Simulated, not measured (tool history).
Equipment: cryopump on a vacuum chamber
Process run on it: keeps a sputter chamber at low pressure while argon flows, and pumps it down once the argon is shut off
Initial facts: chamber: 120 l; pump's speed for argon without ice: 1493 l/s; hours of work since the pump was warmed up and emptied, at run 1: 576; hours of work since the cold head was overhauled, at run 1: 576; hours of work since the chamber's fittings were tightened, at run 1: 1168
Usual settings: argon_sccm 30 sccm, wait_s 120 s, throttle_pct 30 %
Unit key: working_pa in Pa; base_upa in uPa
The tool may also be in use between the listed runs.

run	hour	argon_sccm	wait_s	throttle_pct	hours of work since the pump was warmed up and emptied	hours of work since the cold head was overhauled	hours of work since the chamber's fittings were tightened	working_pa	base_upa
1	0.0	30	120	30	576	576	1168	0.1197	2.73
2	80.7	30	120	30	636	636	1228	0.1192	2.90
3	154.2	30	120	30	690	690	1283	0.1198	3.04
# hour 189.6: pump warmed up, emptied and cooled again
# hour 199.7: leaking fittings of the chamber tightened, without venting
4	244.4	30	120	30	39	752	33	0.1140	0.92
5	307.2	30	120	30	86	799	80	0.1136	0.93
6	377.9	30	120	30	138	851	132	0.1140	1.00
7	416.4	30	94	30	167	880	161	0.1153	1.22
8	459.4	30	94	30	199	912	193	0.1154	1.28
9	532.2	30	120	30	253	966	247	0.1155	1.21
10	614.7	60	120	30	314	1027	308	0.2332	1.26
11	656.5	60	120	30	345	1058	339	0.2327	1.31
12	703.7	30	120	30	380	1093	374	0.1177	1.46
13	755.4	30	120	30	419	1131	413	0.1192	1.47
14	841.8	30	120	30	483	1196	477	0.1182	1.59
15	895.6	43	120	30	523	1235	517	0.1711	1.65
16	939.9	43	120	30	555	1268	549	0.1717	1.75
17	1023.2	27	120	19	617	1330	611	0.1659	1.80
18	1103.0	35	237	16	677	1389	671	0.2547	1.67
# hour 1160.3: pump warmed up, emptied and cooled again
19	1191.2	35	237	16	23	1451	732	0.2496	1.62
20	1239.1	35	237	16	58	1487	768	0.2495	1.61
21	1274.2	35	111	28	84	1513	794	0.1440	2.07
22	1333.1	30	120	25	128	1556	838	0.1366	2.12
23	1385.4	52	120	20	167	1595	876	0.2997	2.14
24	1437.6	34	81	59	206	1634	915	0.0689	2.47
25	1501.0	34	134	24	253	1681	962	0.1637	2.27
26	1569.7	31	120	30	304	1732	1013	0.1208	2.41
27	1608.8	20	171	18	333	1761	1042	0.1285	2.31
28	1661.6	42	62	44	372	1800	1081	0.1134	3.10
29	1719.4	42	62	44	415	1843	1124	0.1139	3.26
30	1763.1	23	28	40	447	1876	1157	0.0686	4.69
31	1840.8	23	28	40	505	1933	1214	0.0698	4.75
32	1911.5	23	246	40	558	1986	1267	0.0692	2.59

Predict each of these 5 candidate next runs independently; none follows another, all start after run 32:
A	1960.0	59	34	48	594	2022	1303	?	?
B	1960.0	15	33	20	594	2022	1303	?	?
C	1960.0	55	23	40	594	2022	1303	?	?
D	1960.0	14	120	30	594	2022	1303	?	?
E	1960.0	33	70	20	594	2022	1303	?	?

run	working_pa	base_upa
A	0.1515	4.61
B	0.0883	4.67
C	0.1689	5.56
D	0.0561	3.05
E	0.1938	3.51
Stripped of hidden state, with their random variation kept, the same runs would have yielded:
run	working_pa	base_upa
A	0.1385	2.34
B	0.0850	2.42
C	0.1567	3.33
D	0.0530	0.82
E	0.1865	1.26

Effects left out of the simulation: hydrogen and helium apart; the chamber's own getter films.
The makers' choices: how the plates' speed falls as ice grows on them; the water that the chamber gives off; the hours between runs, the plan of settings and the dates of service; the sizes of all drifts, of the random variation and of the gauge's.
